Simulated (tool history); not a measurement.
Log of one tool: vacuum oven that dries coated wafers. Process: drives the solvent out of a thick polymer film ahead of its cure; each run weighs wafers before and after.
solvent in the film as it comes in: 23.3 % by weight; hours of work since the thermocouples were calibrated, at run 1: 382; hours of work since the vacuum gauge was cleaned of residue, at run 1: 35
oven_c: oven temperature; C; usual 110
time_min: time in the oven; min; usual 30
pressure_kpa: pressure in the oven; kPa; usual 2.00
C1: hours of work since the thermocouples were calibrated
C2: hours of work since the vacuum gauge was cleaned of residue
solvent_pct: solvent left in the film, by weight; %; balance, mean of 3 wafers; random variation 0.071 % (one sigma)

run 1 hour=0.0 | oven_c=110 time_min=30 pressure_kpa=2.00 | C1=382 C2=35 | solvent_pct=5.94
run 2 hour=12.9 | oven_c=110 time_min=30 pressure_kpa=2.00 | C1=387 C2=41 | solvent_pct=5.94
run 3 hour=19.3 | oven_c=110 time_min=30 pressure_kpa=2.00 | C1=390 C2=43 | solvent_pct=5.94
run 4 hour=26.0 | oven_c=110 time_min=30 pressure_kpa=2.00 | C1=393 C2=46 | solvent_pct=6.05
run 5 hour=36.6 | oven_c=110 time_min=30 pressure_kpa=2.00 | C1=397 C2=51 | solvent_pct=5.97
run 6 hour=43.2 | oven_c=110 time_min=30 pressure_kpa=2.00 | C1=400 C2=54 | solvent_pct=5.88
run 7 hour=48.6 | oven_c=110 time_min=30 pressure_kpa=2.00 | C1=402 C2=56 | solvent_pct=6.03
run 8 hour=55.4 | oven_c=110 time_min=30 pressure_kpa=2.00 | C1=405 C2=59 | solvent_pct=5.98
run 9 hour=61.0 | oven_c=110 time_min=43 pressure_kpa=2.00 | C1=408 C2=61 | solvent_pct=3.75
run 10 hour=70.4 | oven_c=106 time_min=49 pressure_kpa=6.92 | C1=412 C2=65 | solvent_pct=5.70
run 11 hour=81.0 | oven_c=106 time_min=49 pressure_kpa=6.92 | C1=416 C2=70 | solvent_pct=5.68
run 12 hour=90.8 | oven_c=106 time_min=26 pressure_kpa=1.14 | C1=420 C2=74 | solvent_pct=7.84
run 13 hour=103.5 | oven_c=110 time_min=30 pressure_kpa=1.25 | C1=426 C2=79 | solvent_pct=5.78
run 14 hour=115.3 | oven_c=110 time_min=30 pressure_kpa=1.25 | C1=431 C2=84 | solvent_pct=5.79
run 15 hour=121.3 | oven_c=116 time_min=30 pressure_kpa=6.53 | C1=433 C2=87 | solvent_pct=5.74
run 16 hour=128.9 | oven_c=97 time_min=53 pressure_kpa=6.53 | C1=437 C2=90 | solvent_pct=7.77
run 17 hour=140.5 | oven_c=106 time_min=17 pressure_kpa=2.00 | C1=442 C2=95 | solvent_pct=10.65
run 18 hour=147.7 | oven_c=110 time_min=30 pressure_kpa=1.01 | C1=445 C2=98 | solvent_pct=5.83

Hidden state or all else? Some run-to-run changes of solvent_pct, split into what the settings, what came in and random variation would give without the hidden state, and what is left for the hidden state (with any gauge scatter that isn't in both results):
The hidden state here: true wafer temperature over the reading, C; true pressure over the reading, kPa; drift of the gauge itself on solvent_pct, %.
Run 15 -> 16: oven_c 116 -> 97, time_min 30 -> 53. solvent_pct +2.03 %: hidden state +0.05, all else +1.98.
Run 17 -> 18: oven_c 106 -> 110, time_min 17 -> 30, pressure_kpa 2.00 -> 1.01. solvent_pct -4.82 %: hidden state +0.02, all else -4.84.

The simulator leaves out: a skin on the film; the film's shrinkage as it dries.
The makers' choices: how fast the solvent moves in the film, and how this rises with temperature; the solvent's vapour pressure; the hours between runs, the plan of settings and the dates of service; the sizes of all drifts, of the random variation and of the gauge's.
